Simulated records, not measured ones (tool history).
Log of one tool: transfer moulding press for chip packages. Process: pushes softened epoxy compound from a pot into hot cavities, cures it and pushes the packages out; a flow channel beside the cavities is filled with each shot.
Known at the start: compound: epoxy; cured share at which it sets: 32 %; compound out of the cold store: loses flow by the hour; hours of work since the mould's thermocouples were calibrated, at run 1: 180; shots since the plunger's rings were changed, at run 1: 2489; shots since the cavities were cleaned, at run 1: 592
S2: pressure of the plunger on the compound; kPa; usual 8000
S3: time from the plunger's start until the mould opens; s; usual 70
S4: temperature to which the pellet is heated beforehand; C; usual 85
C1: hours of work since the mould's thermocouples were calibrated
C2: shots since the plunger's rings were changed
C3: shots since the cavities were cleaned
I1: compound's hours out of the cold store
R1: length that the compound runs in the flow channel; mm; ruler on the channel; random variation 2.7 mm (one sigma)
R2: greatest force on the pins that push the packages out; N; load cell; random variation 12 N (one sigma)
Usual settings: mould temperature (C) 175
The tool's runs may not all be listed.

{"run": 1, "day": 0.0, "mould temperature (C)": 175, "S2": 8000, "S3": 70, "S4": 85, "C1": 180, "C2": 2489, "C3": 592, "I1": 17.4, "R1": 745, "R2": 823}
{"run": 2, "day": 0.354, "mould temperature (C)": 175, "S2": 8000, "S3": 70, "S4": 85, "C1": 184, "C2": 2573, "C3": 676, "I1": 36.1, "R1": 688, "R2": 775}
{"run": 3, "day": 0.746, "mould temperature (C)": 175, "S2": 8000, "S3": 70, "S4": 79, "C1": 188, "C2": 2665, "C3": 768, "I1": 33.2, "R1": 693, "R2": 837}
{"day": 0.862, "done": "cavities cleaned with cleaning compound and waxed"}
{"run": 4, "day": 1.429, "mould temperature (C)": 175, "S2": 8000, "S3": 70, "S4": 83, "C1": 195, "C2": 2813, "C3": 134, "I1": 19.0, "R1": 736, "R2": 663}
{"run": 5, "day": 1.875, "mould temperature (C)": 175, "S2": 8000, "S3": 70, "S4": 83, "C1": 200, "C2": 2919, "C3": 240, "I1": 20.1, "R1": 730, "R2": 725}
{"run": 6, "day": 2.746, "mould temperature (C)": 175, "S2": 6120, "S3": 70, "S4": 85, "C1": 210, "C2": 3125, "C3": 446, "I1": 46.9, "R1": 570, "R2": 712}
{"run": 7, "day": 3.579, "mould temperature (C)": 175, "S2": 6120, "S3": 70, "S4": 85, "C1": 219, "C2": 3322, "C3": 643, "I1": 34.9, "R1": 598, "R2": 792}
{"day": 4.225, "done": "cavities cleaned with cleaning compound and waxed"}
{"run": 8, "day": 4.354, "mould temperature (C)": 175, "S2": 6120, "S3": 70, "S4": 85, "C1": 227, "C2": 3492, "C3": 31, "I1": 14.5, "R1": 656, "R2": 557}
{"day": 4.479, "done": "mould's thermocouples calibrated"}
{"run": 9, "day": 4.8, "mould temperature (C)": 175, "S2": 6120, "S3": 70, "S4": 85, "C1": 4, "C2": 3578, "C3": 117, "I1": 24.5, "R1": 625, "R2": 609}
{"run": 10, "day": 5.583, "mould temperature (C)": 175, "S2": 8000, "S3": 70, "S4": 85, "C1": 12, "C2": 3763, "C3": 302, "I1": 31.3, "R1": 688, "R2": 687}
{"run": 11, "day": 6.271, "mould temperature (C)": 175, "S2": 8000, "S3": 70, "S4": 85, "C1": 20, "C2": 3927, "C3": 466, "I1": 11.5, "R1": 750, "R2": 807}
{"day": 6.938, "done": "plunger's sealing rings changed"}
{"run": 12, "day": 7.225, "mould temperature (C)": 175, "S2": 8000, "S3": 70, "S4": 85, "C1": 29, "C2": 67, "C3": 666, "I1": 11.6, "R1": 783, "R2": 843}
{"run": 13, "day": 7.596, "mould temperature (C)": 171, "S2": 8000, "S3": 70, "S4": 85, "C1": 34, "C2": 156, "C3": 755, "I1": 15.1, "R1": 787, "R2": 1121}
{"day": 7.775, "done": "cavities cleaned with cleaning compound and waxed"}
{"run": 14, "day": 8.229, "mould temperature (C)": 171, "S2": 8000, "S3": 70, "S4": 85, "C1": 40, "C2": 291, "C3": 108, "I1": 32.6, "R1": 725, "R2": 764}
{"run": 15, "day": 8.692, "mould temperature (C)": 175, "S2": 8000, "S3": 65, "S4": 85, "C1": 45, "C2": 401, "C3": 218, "I1": 26.3, "R1": 732, "R2": 765}
{"day": 9.138, "done": "mould's thermocouples calibrated, once more"}
{"run": 16, "day": 9.433, "mould temperature (C)": 175, "S2": 8000, "S3": 65, "S4": 85, "C1": 3, "C2": 557, "C3": 374, "I1": 25.6, "R1": 743, "R2": 910}
{"run": 17, "day": 9.854, "mould temperature (C)": 175, "S2": 8000, "S3": 65, "S4": 85, "C1": 8, "C2": 656, "C3": 473, "I1": 30.6, "R1": 719, "R2": 1003}
{"run": 18, "day": 10.217, "mould temperature (C)": 168, "S2": 8000, "S3": 70, "S4": 94, "C1": 12, "C2": 743, "C3": 560, "I1": 36.1, "R1": 722, "R2": 1302}
{"run": 19, "day": 10.829, "mould temperature (C)": 180, "S2": 8420, "S3": 70, "S4": 94, "C1": 19, "C2": 887, "C3": 704, "I1": 21.2, "R1": 751, "R2": 662}
{"day": 11.2, "done": "cavities cleaned with cleaning compound and waxed"}
{"run": 20, "day": 11.692, "mould temperature (C)": 172, "S2": 7670, "S3": 73, "S4": 86, "C1": 28, "C2": 1077, "C3": 116, "I1": 16.3, "R1": 760, "R2": 751}
{"run": 21, "day": 12.479, "mould temperature (C)": 168, "S2": 6790, "S3": 60, "S4": 85, "C1": 37, "C2": 1264, "C3": 303, "I1": 31.4, "R1": 675, "R2": 1679}
{"run": 22, "day": 12.962, "mould temperature (C)": 174, "S2": 6680, "S3": 83, "S4": 82, "C1": 42, "C2": 1378, "C3": 417, "I1": 18.8, "R1": 692, "R2": 617}
{"run": 23, "day": 13.442, "mould temperature (C)": 169, "S2": 6680, "S3": 64, "S4": 82, "C1": 47, "C2": 1492, "C3": 531, "I1": 8.1, "R1": 744, "R2": 1665}
{"run": 24, "day": 14.008, "mould temperature (C)": 175, "S2": 7730, "S3": 70, "S4": 80, "C1": 54, "C2": 1626, "C3": 665, "I1": 27.3, "R1": 712, "R2": 887}
{"day": 14.562, "done": "cavities cleaned with cleaning compound and waxed"}
{"run": 25, "day": 14.85, "mould temperature (C)": 175, "S2": 7730, "S3": 70, "S4": 80, "C1": 62, "C2": 1811, "C3": 68, "I1": 31.1, "R1": 703, "R2": 633}
{"run": 26, "day": 15.608, "mould temperature (C)": 180, "S2": 8000, "S3": 65, "S4": 88, "C1": 71, "C2": 1991, "C3": 248, "I1": 10.9, "R1": 756, "R2": 658}
{"run": 27, "day": 16.225, "mould temperature (C)": 175, "S2": 7850, "S3": 70, "S4": 91, "C1": 78, "C2": 2137, "C3": 394, "I1": 20.3, "R1": 735, "R2": 784}
{"run": 28, "day": 16.738, "mould temperature (C)": 175, "S2": 9770, "S3": 70, "S4": 78, "C1": 83, "C2": 2258, "C3": 515, "I1": 44.4, "R1": 741, "R2": 761}

Forecast each of these 3 alternatives for the next run:
{"run": "A", "day": 17.45, "mould temperature (C)": 175, "S2": 6430, "S3": 70, "S4": 85, "C1": 91, "C2": 2428, "C3": 685, "I1": 29.1, "R1": "?", "R2": "?"}
{"run": "B", "day": 17.45, "mould temperature (C)": 175, "S2": 9770, "S3": 80, "S4": 77, "C1": 91, "C2": 2428, "C3": 685, "I1": 44.4, "R1": "?", "R2": "?"}
{"run": "C", "day": 17.45, "mould temperature (C)": 175, "S2": 9700, "S3": 70, "S4": 90, "C1": 91, "C2": 2428, "C3": 685, "I1": 40.1, "R1": "?", "R2": "?"}

run=A R1=635 R2=831
run=B R1=737 R2=646
run=C R1=739 R2=798
Without the tool's hidden state the same runs would have given:
run=A R1=656 R2=545
run=B R1=762 R2=421
run=C R1=765 R2=520
